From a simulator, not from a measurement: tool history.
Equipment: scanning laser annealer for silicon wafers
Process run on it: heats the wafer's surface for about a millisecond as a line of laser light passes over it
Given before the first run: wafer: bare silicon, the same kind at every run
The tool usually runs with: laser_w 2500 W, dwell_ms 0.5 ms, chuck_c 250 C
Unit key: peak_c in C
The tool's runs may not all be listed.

run	hour	laser_w	dwell_ms	chuck_c	peak_c
1	0	2500	0.5	250	1068
2	19.2	2500	0.5	250	1064
3	50.3	2500	0.5	250	1067
4	71.4	2500	0.5	250	1066
5	90.1	2500	0.5	250	1063
6	120.5	2500	0.561	250	1123
7	162.6	2500	0.5	250	1063
8	196.5	2612	0.5	250	1100
9	240.3	2612	0.5	250	1101
10	258.5	2500	0.5	250	1062
11	296	2500	0.5	250	1064
12	337	2500	0.5	250	1062
13	368.4	2539	0.5	250	1073
14	402.4	2539	0.5	250	1074
15	427	2539	0.5	250	1073
16	444.8	2539	0.5	250	1075
17	466.5	2500	0.407	250	971
18	502.7	2500	0.407	250	972
19	539	2500	0.5	250	1059
20	566.8	2500	0.5	250	1061
21	603.6	2500	0.5	225	1034
22	633.2	2433	0.485	288	1062
23	661.5	2305	0.443	269	962
24	693.2	2305	0.553	269	1058
25	714.9	2296	0.5	250	994
26	733.5	2538	0.5	250	1067
27	771.7	2538	0.5	250	1063
# hour 799.4: window over the wafer cleaned
28	807.6	2611	0.526	276	1157
29	828.8	2611	0.526	276	1154
30	868.7	2611	0.526	276	1156
31	910.6	2611	0.526	276	1159
32	934.1	2500	0.597	245	1150
33	959.5	2500	0.597	245	1146
34	978.5	2625	0.539	225	1120
35	998.8	2625	0.539	225	1121
36	1034.8	2575	0.481	225	1047
37	1064	2575	0.481	225	1045
38	1103.1	2500	0.37	225	910
39	1125.5	2500	0.37	225	911
40	1156.2	2226	0.5	261	988
41	1183.7	2434	0.525	283	1100

Below are 4 alternative next runs, each starting from the tool's condition after run 41. Predict each:
A	1223.6	2454	0.525	244	?
B	1223.6	2498	0.5	250	?
C	1223.6	2381	0.409	216	?
D	1223.6	2729	0.5	223	?

run	peak_c
A	1069
B	1061
C	908
D	1109
Without the tool's hidden state the same runs would have given:
run	peak_c
A	1087
B	1079
C	923
D	1128
